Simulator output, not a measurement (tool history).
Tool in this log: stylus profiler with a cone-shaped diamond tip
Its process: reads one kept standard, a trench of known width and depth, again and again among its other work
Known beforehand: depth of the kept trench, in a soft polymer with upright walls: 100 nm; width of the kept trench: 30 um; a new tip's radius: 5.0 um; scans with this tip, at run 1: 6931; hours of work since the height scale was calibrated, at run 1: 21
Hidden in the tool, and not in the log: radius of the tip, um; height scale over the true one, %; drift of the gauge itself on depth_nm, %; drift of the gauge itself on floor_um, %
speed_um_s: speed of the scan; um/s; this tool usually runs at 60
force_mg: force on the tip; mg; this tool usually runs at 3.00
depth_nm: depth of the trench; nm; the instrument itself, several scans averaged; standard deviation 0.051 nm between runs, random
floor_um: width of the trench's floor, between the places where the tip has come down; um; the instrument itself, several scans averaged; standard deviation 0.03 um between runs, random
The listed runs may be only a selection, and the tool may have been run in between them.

run	day	speed_um_s	force_mg	scans with this tip	hours of work since the height scale was calibrated	depth_nm	floor_um
1	0.000	60	3.00	6931	21	100.73	27.32
2	4.983	60	3.00	7277	90	100.74	27.34
3	9.667	60	3.00	7603	154	100.90	27.34
4	11.842	60	3.00	7754	183	100.93	27.32
5	15.638	60	3.00	8018	235	100.87	27.30
6	18.146	53	3.00	8192	269	100.92	27.32
7	20.479	53	3.00	8354	301	100.92	27.33
8	24.038	53	3.00	8601	350	100.90	27.33
9	28.112	60	1.18	8885	406	100.71	27.13
10	33.312	87	3.00	9246	477	100.97	27.15
11	35.829	60	8.51	9421	511	101.82	27.31
12	39.667	60	8.51	9688	564	101.75	27.31
13	43.504	60	8.51	9954	616	101.86	27.24
# day 43.996: height scale calibrated on a step standard
14	46.354	60	8.51	10151	32	101.94	27.30

The next listed run, before its measurement:
15	51.625	60	8.51	10517	104	?	?

{"run 15": {"depth_nm": 102.0, "floor_um": 27.3}}
If the tool had no hidden condition, the same run with the same run-to-run variation would have returned depth_nm 101.44 nm, floor_um 27.92 um.
